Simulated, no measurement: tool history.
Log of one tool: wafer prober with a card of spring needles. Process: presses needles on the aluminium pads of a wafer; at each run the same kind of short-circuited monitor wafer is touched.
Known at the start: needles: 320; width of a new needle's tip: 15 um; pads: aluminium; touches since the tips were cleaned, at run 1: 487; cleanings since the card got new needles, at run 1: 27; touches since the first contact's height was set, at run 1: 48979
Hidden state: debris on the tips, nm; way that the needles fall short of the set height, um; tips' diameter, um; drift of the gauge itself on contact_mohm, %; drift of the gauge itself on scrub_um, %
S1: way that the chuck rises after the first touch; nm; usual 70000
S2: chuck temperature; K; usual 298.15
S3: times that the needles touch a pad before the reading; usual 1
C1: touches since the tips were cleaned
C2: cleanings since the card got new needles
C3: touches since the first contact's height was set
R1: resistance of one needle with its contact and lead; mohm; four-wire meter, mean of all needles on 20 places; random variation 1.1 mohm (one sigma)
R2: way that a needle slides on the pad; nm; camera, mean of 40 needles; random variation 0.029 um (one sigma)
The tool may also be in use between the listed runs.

run 1 hour=0 | S1=70000 S2=298.15 S3=1 | C1=487 C2=27 C3=48979 | R1=224 R2=15010
-- hour=2.4 tips cleaned on abrasive film
run 2 hour=5.3 | S1=70000 S2=298.15 S3=1 | C1=1482 C2=28 C3=51642 | R1=227 R2=15030
-- hour=6 tips cleaned on abrasive film
-- hour=9.4 tips cleaned on abrasive film
-- hour=12.7 tips cleaned on abrasive film
run 3 hour=13.8 | S1=70000 S2=298.15 S3=1 | C1=526 C2=31 C3=55769 | R1=225 R2=14940
-- hour=16.3 tips cleaned on abrasive film
run 4 hour=19.1 | S1=70000 S2=298.15 S3=1 | C1=1447 C2=32 C3=58424 | R1=226 R2=14970
-- hour=20 tips cleaned on abrasive film
-- hour=23.6 tips cleaned on abrasive film
-- hour=26.9 tips cleaned on abrasive film
run 5 hour=28.6 | S1=86000 S2=298.15 S3=1 | C1=886 C2=35 C3=63098 | R1=223 R2=18450
-- hour=30.5 tips cleaned on abrasive film
-- hour=32.2 height of the first contact set anew
run 6 hour=33.7 | S1=86000 S2=298.15 S3=1 | C1=1439 C2=36 C3=742 | R1=224 R2=18940
-- hour=34.5 tips cleaned on abrasive film
-- hour=38 tips cleaned on abrasive film
run 7 hour=38.2 | S1=70000 S2=298.15 S3=1 | C1=61 C2=38 C3=2913 | R1=219 R2=15390
-- hour=41.2 tips cleaned on abrasive film
run 8 hour=42.7 | S1=69000 S2=298.15 S3=1 | C1=764 C2=39 C3=5171 | R1=227 R2=15140
-- hour=44.7 tips cleaned on abrasive film
-- hour=48.2 tips cleaned on abrasive film
run 9 hour=51.1 | S1=70000 S2=298.15 S3=1 | C1=1504 C2=41 C3=9346 | R1=230 R2=15360
-- hour=51.9 tips cleaned on abrasive film
-- hour=55.6 tips cleaned on abrasive film
-- hour=59.1 tips cleaned on abrasive film
run 10 hour=59.9 | S1=53000 S2=364.15 S3=1 | C1=406 C2=44 C3=13641 | R1=242 R2=11620
-- hour=62.8 tips cleaned on abrasive film
run 11 hour=63.9 | S1=80000 S2=355.15 S3=1 | C1=560 C2=45 C3=15633 | R1=234 R2=17470
-- hour=66.5 tips cleaned on abrasive film
-- hour=69.9 tips cleaned on abrasive film
run 12 hour=72.8 | S1=80000 S2=355.15 S3=1 | C1=1440 C2=47 C3=20013 | R1=239 R2=17510
-- hour=73.6 tips cleaned on abrasive film
-- hour=77.2 tips cleaned on abrasive film
-- hour=81.1 tips cleaned on abrasive film
run 13 hour=82 | S1=80000 S2=355.15 S3=1 | C1=447 C2=50 C3=24551 | R1=236 R2=17350
-- hour=84.5 tips cleaned on abrasive film
-- hour=87.9 tips cleaned on abrasive film
run 14 hour=89.2 | S1=75000 S2=373.15 S3=2 | C1=633 C2=52 C3=28103 | R1=241 R2=16340
-- hour=91.4 tips cleaned on abrasive film
-- hour=94.6 tips cleaned on abrasive film
run 15 hour=97.4 | S1=88000 S2=366.15 S3=1 | C1=1443 C2=54 C3=32181 | R1=239 R2=19150
-- hour=98.1 tips cleaned on abrasive film
-- hour=101.9 tips cleaned on abrasive film
run 16 hour=103.6 | S1=58000 S2=298.15 S3=1 | C1=856 C2=56 C3=35213 | R1=229 R2=12570
-- hour=105.6 tips cleaned on abrasive film
-- hour=109.1 tips cleaned on abrasive film
run 17 hour=111.8 | S1=55000 S2=320.15 S3=2 | C1=1361 C2=58 C3=39261 | R1=235 R2=11840

Some steps in R1 between neighbouring runs. How much of each would the tool show without its hidden state too (settings, what came in, random variation), and how much is left for the hidden state, with any gauge scatter that isn't in both results?
Run 6 -> 7: S1 86000 -> 70000, tips cleaned on abrasive film, tips cleaned on abrasive film. R1 -5 mohm: hidden state -5, all else +0.
Run 9 -> 10: S1 70000 -> 53000, S2 298.15 -> 364.15, tips cleaned on abrasive film, tips cleaned on abrasive film, tips cleaned on abrasive film. R1 +12 mohm: hidden state -4, all else +16.

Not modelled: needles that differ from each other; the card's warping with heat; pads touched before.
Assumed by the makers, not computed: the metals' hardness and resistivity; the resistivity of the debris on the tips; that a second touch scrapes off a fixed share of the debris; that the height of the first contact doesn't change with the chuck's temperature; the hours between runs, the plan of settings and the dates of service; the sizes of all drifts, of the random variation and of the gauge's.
